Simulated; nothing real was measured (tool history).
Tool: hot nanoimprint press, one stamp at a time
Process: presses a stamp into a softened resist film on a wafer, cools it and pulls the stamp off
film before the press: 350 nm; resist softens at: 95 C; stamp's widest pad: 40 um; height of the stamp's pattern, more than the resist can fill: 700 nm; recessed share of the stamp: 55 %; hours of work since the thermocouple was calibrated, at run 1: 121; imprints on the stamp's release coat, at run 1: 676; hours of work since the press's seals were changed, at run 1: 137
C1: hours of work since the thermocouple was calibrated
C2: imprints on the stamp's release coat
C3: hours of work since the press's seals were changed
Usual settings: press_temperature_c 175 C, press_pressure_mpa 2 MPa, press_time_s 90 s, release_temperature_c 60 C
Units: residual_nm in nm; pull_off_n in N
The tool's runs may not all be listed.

Run 1, hour 0: usual settings; C1 121; C2 676; C3 137. Result: residual_nm 208 nm, pull_off_n 96 N.
Run 2, hour 8.3: usual settings but press_time_s 66 s; C1 127; C2 707; C3 143. Result: residual_nm 231.1 nm, pull_off_n 95 N.
Run 3, hour 17.1: usual settings but press_time_s 66 s; C1 134; C2 739; C3 150. Result: residual_nm 227.4 nm, pull_off_n 96 N.
Run 4, hour 28.1: usual settings but press_time_s 66 s; C1 142; C2 780; C3 158. Result: residual_nm 228.2 nm, pull_off_n 98 N.
Run 5, hour 33.5: usual settings; C1 146; C2 800; C3 162. Result: residual_nm 209.2 nm, pull_off_n 94 N.
Run 6, hour 39.9: usual settings but press_time_s 58 s; C1 151; C2 824; C3 167. Result: residual_nm 239.3 nm, pull_off_n 97 N.
Run 7, hour 48.5: usual settings but press_time_s 58 s; C1 157; C2 855; C3 173. Result: residual_nm 236.4 nm, pull_off_n 94 N.
Run 8, hour 54.4: usual settings; C1 162; C2 877; C3 178. Result: residual_nm 210.6 nm, pull_off_n 93 N.
Run 9, hour 59.9: usual settings; C1 166; C2 897; C3 182. Result: residual_nm 208.2 nm, pull_off_n 94 N.
Run 10, hour 72: usual settings but press_temperature_c 174 C; C1 175; C2 942; C3 191. Result: residual_nm 213.2 nm, pull_off_n 91 N.
Run 11, hour 82.6: usual settings; C1 183; C2 981; C3 199. Result: residual_nm 209.2 nm, pull_off_n 94 N.
At hour 90.3: stamp cleaned and given a new release coat.
Run 12, hour 96: usual settings; C1 188; C2 22; C3 205. Result: residual_nm 208.5 nm, pull_off_n 93 N.
Run 13, hour 102.7: usual settings; C1 193; C2 47; C3 210. Result: residual_nm 209.5 nm, pull_off_n 95 N.
Run 14, hour 109.5: usual settings but press_time_s 102 s; C1 198; C2 72; C3 215. Result: residual_nm 199.7 nm, pull_off_n 96 N.
Run 15, hour 118.5: usual settings but press_time_s 69 s; C1 205; C2 105; C3 221. Result: residual_nm 224.6 nm, pull_off_n 90 N.
Run 16, hour 129.4: usual settings but press_temperature_c 172 C, press_pressure_mpa 1.33 MPa; C1 213; C2 145; C3 230. Result: residual_nm 252.8 nm, pull_off_n 94 N.
Run 17, hour 139.6: usual settings but press_temperature_c 172 C, press_pressure_mpa 1.33 MPa, release_temperature_c 61 C; C1 221; C2 183; C3 237. Result: residual_nm 255 nm, pull_off_n 95 N.
Run 18, hour 148.6: usual settings but press_temperature_c 172 C, press_pressure_mpa 1.33 MPa, release_temperature_c 61 C; C1 228; C2 216; C3 244. Result: residual_nm 253.3 nm, pull_off_n 91 N.
Run 19, hour 160.5: usual settings but press_temperature_c 168 C, press_pressure_mpa 2.36 MPa, press_time_s 72 s, release_temperature_c 47 C; C1 237; C2 260; C3 253. Result: residual_nm 242.4 nm, pull_off_n 112 N.
Run 20, hour 165.7: usual settings but press_time_s 173 s, release_temperature_c 51 C; C1 241; C2 279; C3 257. Result: residual_nm 166.4 nm, pull_off_n 110 N.
Run 21, hour 176.3: usual settings but press_pressure_mpa 1.5 MPa, press_time_s 159 s, release_temperature_c 58 C; C1 249; C2 319; C3 265. Result: residual_nm 196.2 nm, pull_off_n 95 N.
Run 22, hour 184.4: usual settings but press_temperature_c 181 C, press_pressure_mpa 1.44 MPa, release_temperature_c 65 C; C1 255; C2 348; C3 271. Result: residual_nm 211.3 nm, pull_off_n 85 N.
Run 23, hour 194.6: usual settings but press_temperature_c 181 C, press_pressure_mpa 1.44 MPa, release_temperature_c 65 C; C1 262; C2 386; C3 278. Result: residual_nm 211.1 nm, pull_off_n 83 N.
Run 24, hour 201.2: usual settings but press_temperature_c 181 C, press_pressure_mpa 1.44 MPa, release_temperature_c 65 C; C1 267; C2 411; C3 283. Result: residual_nm 212.3 nm, pull_off_n 83 N.
Run 25, hour 213: usual settings but press_temperature_c 181 C, press_pressure_mpa 1.44 MPa, release_temperature_c 65 C; C1 276; C2 454; C3 292. Result: residual_nm 211.7 nm, pull_off_n 87 N.
Run 26, hour 220: usual settings but press_temperature_c 181 C, press_pressure_mpa 1.44 MPa, release_temperature_c 65 C; C1 281; C2 480; C3 297. Result: residual_nm 211.1 nm, pull_off_n 86 N.
Run 27, hour 231.2: usual settings but press_temperature_c 181 C, press_pressure_mpa 1.44 MPa, release_temperature_c 65 C; C1 290; C2 521; C3 306. Result: residual_nm 212.9 nm, pull_off_n 86 N.
Run 28, hour 242.6: usual settings but press_temperature_c 170 C, release_temperature_c 51 C; C1 298; C2 563; C3 314. Result: residual_nm 230.5 nm, pull_off_n 107 N.
Run 29, hour 251: usual settings but press_temperature_c 179 C, press_pressure_mpa 1.9 MPa, press_time_s 72 s, release_temperature_c 54 C; C1 305; C2 594; C3 321. Result: residual_nm 211.6 nm, pull_off_n 106 N.

Forecast each of these 4 alternatives for the next run:
Run A, hour 259.1: usual settings but press_temperature_c 168 C, press_pressure_mpa 1.9 MPa, press_time_s 74 s, release_temperature_c 64 C; C1 311; C2 624; C3 327. Result: residual_nm ?, pull_off_n ?.
Run B, hour 259.1: usual settings but press_pressure_mpa 1.57 MPa, press_time_s 115 s, release_temperature_c 53 C; C1 311; C2 624; C3 327. Result: residual_nm ?, pull_off_n ?.
Run C, hour 259.1: usual settings but press_time_s 47 s, release_temperature_c 59 C; C1 311; C2 624; C3 327. Result: residual_nm ?, pull_off_n ?.
Run D, hour 259.1: usual settings but press_temperature_c 170 C, press_pressure_mpa 1.29 MPa, press_time_s 115 s, release_temperature_c 54 C; C1 311; C2 624; C3 327. Result: residual_nm ?, pull_off_n ?.

run  residual_nm  pull_off_n
  A        253.8          87
  B        212.8         108
  C        249.6          94
  D        249.5         105
Without the tool's hidden state the same runs would have given:
run  residual_nm  pull_off_n
  A        253.5          85
  B        212.5         107
  C        249.3          93
  D        249.2         104
